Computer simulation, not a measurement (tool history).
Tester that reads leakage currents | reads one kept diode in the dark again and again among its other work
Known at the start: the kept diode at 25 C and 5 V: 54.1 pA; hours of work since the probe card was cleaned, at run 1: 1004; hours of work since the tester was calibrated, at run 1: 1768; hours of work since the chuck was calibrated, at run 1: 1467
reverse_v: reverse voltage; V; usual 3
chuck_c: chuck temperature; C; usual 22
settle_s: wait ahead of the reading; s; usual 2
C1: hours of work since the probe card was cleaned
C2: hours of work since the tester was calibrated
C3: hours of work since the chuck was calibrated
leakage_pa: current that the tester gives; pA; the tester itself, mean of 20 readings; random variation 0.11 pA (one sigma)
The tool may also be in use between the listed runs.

Run 1, day 0: usual settings; C1 1004; C2 1768; C3 1467. Result: leakage_pa 35.71 pA.
Run 2, day 4.412: usual settings but chuck_c 29 C; C1 1082; C2 1846; C3 1545. Result: leakage_pa 60.51 pA.
Run 3, day 11.729: usual settings but chuck_c 29 C; C1 1211; C2 1975; C3 1674. Result: leakage_pa 61.01 pA.
Run 4, day 17.504: usual settings but chuck_c 29 C; C1 1313; C2 2077; C3 1776. Result: leakage_pa 61.47 pA.
At day 21.05: probe card cleaned and baked.
Run 5, day 21.05: usual settings but settle_s 9.21 s; C1 0; C2 2138; C3 1836. Result: leakage_pa 38.27 pA.
Run 6, day 25.146: usual settings; C1 72; C2 2210; C3 1909. Result: leakage_pa 38.65 pA.
Run 7, day 28.312: usual settings; C1 128; C2 2266; C3 1964. Result: leakage_pa 38.58 pA.
Run 8, day 35.583: usual settings; C1 256; C2 2394; C3 2093. Result: leakage_pa 39.37 pA.
Run 9, day 41.196: usual settings but settle_s 5.78 s; C1 355; C2 2493; C3 2192. Result: leakage_pa 39.07 pA.
Run 10, day 45.075: usual settings but settle_s 5.78 s; C1 424; C2 2561; C3 2260. Result: leakage_pa 39.37 pA.
Run 11, day 52.392: usual settings but settle_s 0.67 s; C1 553; C2 2691; C3 2389. Result: leakage_pa 40.48 pA.
At day 55.633: chuck's temperature calibrated.
Run 12, day 57.925: usual settings but settle_s 0.67 s; C1 649; C2 2787; C3 40. Result: leakage_pa 37.29 pA.
At day 58.546: probe card cleaned and baked, once more.
Run 13, day 64.796: usual settings but reverse_v 6.58 V, settle_s 0.67 s; C1 110; C2 2906; C3 159. Result: leakage_pa 52.23 pA.
Run 14, day 71.283: usual settings but reverse_v 6.58 V, settle_s 0.67 s; C1 225; C2 3020; C3 274. Result: leakage_pa 52.38 pA.
Run 15, day 77.483: usual settings; C1 334; C2 3130; C3 383. Result: leakage_pa 32.88 pA.
Run 16, day 80.971: usual settings; C1 396; C2 3191; C3 445. Result: leakage_pa 33.01 pA.
Run 17, day 86.7: usual settings; C1 497; C2 3292; C3 546. Result: leakage_pa 33.34 pA.
Run 18, day 90.979: usual settings; C1 572; C2 3368; C3 621. Result: leakage_pa 33.36 pA.
Run 19, day 96.871: usual settings; C1 676; C2 3472; C3 725. Result: leakage_pa 33.63 pA.
Run 20, day 102.167: usual settings but reverse_v 3.46 V, chuck_c 37 C, settle_s 0.83 s; C1 770; C2 3565; C3 819. Result: leakage_pa 112.38 pA.
Run 21, day 108.633: usual settings but reverse_v 3.54 V, chuck_c 21 C, settle_s 8.63 s; C1 884; C2 3679; C3 933. Result: leakage_pa 34.99 pA.
Run 22, day 111.908: usual settings but reverse_v 3.54 V, chuck_c 21 C, settle_s 8.63 s; C1 942; C2 3737; C3 991. Result: leakage_pa 35.2 pA.
Run 23, day 118.254: usual settings but reverse_v 3.54 V, chuck_c 21 C, settle_s 8.63 s; C1 1054; C2 3849; C3 1103. Result: leakage_pa 35.45 pA.
Run 24, day 124.379: usual settings but reverse_v 3.67 V, chuck_c 21 C, settle_s 0.56 s; C1 1162; C2 3957; C3 1211. Result: leakage_pa 37.53 pA.
Run 25, day 131.554: usual settings but chuck_c 27 C, settle_s 0.42 s; C1 1288; C2 4084; C3 1337. Result: leakage_pa 52.07 pA.
At day 136.996: probe card cleaned and baked.
Run 26, day 137.012: usual settings but reverse_v 6.03 V, chuck_c 47 C, settle_s 0.94 s; C1 0; C2 4178; C3 1432. Result: leakage_pa 315.22 pA.
Run 27, day 143.008: usual settings but reverse_v 5.63 V, chuck_c 31 C, settle_s 0.94 s; C1 106; C2 4284; C3 1537. Result: leakage_pa 98 pA.
Run 28, day 147.712: usual settings but reverse_v 5.63 V, chuck_c 31 C, settle_s 0.94 s; C1 189; C2 4367; C3 1620. Result: leakage_pa 98.32 pA.
Run 29, day 152.233: usual settings but reverse_v 5.63 V, chuck_c 31 C, settle_s 0.94 s; C1 269; C2 4446; C3 1700. Result: leakage_pa 98.67 pA.
Run 30, day 156.821: usual settings but reverse_v 9.11 V, chuck_c 44 C, settle_s 0.61 s; C1 350; C2 4527; C3 1781. Result: leakage_pa 331.55 pA.
Run 31, day 162.033: usual settings but settle_s 2.56 s; C1 442; C2 4619; C3 1873. Result: leakage_pa 34.7 pA.
Run 32, day 167.179: usual settings but reverse_v 5.68 V, chuck_c 60 C, settle_s 1.43 s; C1 533; C2 4710; C3 1964. Result: leakage_pa 722.43 pA.
At day 168.704: tester calibrated.
Run 33, day 174.138: usual settings but reverse_v 5.68 V, chuck_c 60 C, settle_s 1.43 s; C1 654; C2 96; C3 2085. Result: leakage_pa 718.28 pA.
Run 34, day 180.921: usual settings but reverse_v 5.68 V, chuck_c 60 C, settle_s 1.43 s; C1 774; C2 216; C3 2205. Result: leakage_pa 721.77 pA.
Run 35, day 187.771: usual settings but reverse_v 11.85 V, chuck_c 46 C, settle_s 0.83 s; C1 894; C2 336; C3 2326. Result: leakage_pa 447.6 pA.
Run 36, day 192.871: usual settings but reverse_v 11.85 V, chuck_c 46 C, settle_s 0.83 s; C1 985; C2 426; C3 2416. Result: leakage_pa 452.85 pA.
At day 194.992: chuck's temperature calibrated.
Run 37, day 197.608: usual settings but reverse_v 11.85 V, chuck_c 46 C, settle_s 0.83 s; C1 1067; C2 509; C3 46. Result: leakage_pa 428.51 pA.
Run 38, day 201.779: usual settings but reverse_v 3.38 V, chuck_c 46 C, settle_s 6.51 s; C1 1140; C2 582; C3 120. Result: leakage_pa 204.77 pA.

4 ways to go on from here, each from the tool as it stands after run 38. What would each give?
Run A, day 207.421: usual settings but reverse_v 5.18 V, chuck_c 29 C, settle_s 5.44 s; C1 1240; C2 682; C3 219. Result: leakage_pa ?.
Run B, day 207.421: usual settings but reverse_v 4.83 V, settle_s 4.37 s; C1 1240; C2 682; C3 219. Result: leakage_pa ?.
Run C, day 207.421: usual settings but reverse_v 3.38 V, chuck_c 36 C, settle_s 1.1 s; C1 1240; C2 682; C3 219. Result: leakage_pa ?.
Run D, day 207.421: usual settings but reverse_v 16.48 V, chuck_c 26 C, settle_s 0.42 s; C1 1240; C2 682; C3 219. Result: leakage_pa ?.

run  leakage_pa
  A       79.85
  B       45.45
  C      103.38
  D      133.97
Without the tool's hidden state the same runs would have given:
run  leakage_pa
  A       75.64
  B       41.83
  C      100.12
  D      121.97

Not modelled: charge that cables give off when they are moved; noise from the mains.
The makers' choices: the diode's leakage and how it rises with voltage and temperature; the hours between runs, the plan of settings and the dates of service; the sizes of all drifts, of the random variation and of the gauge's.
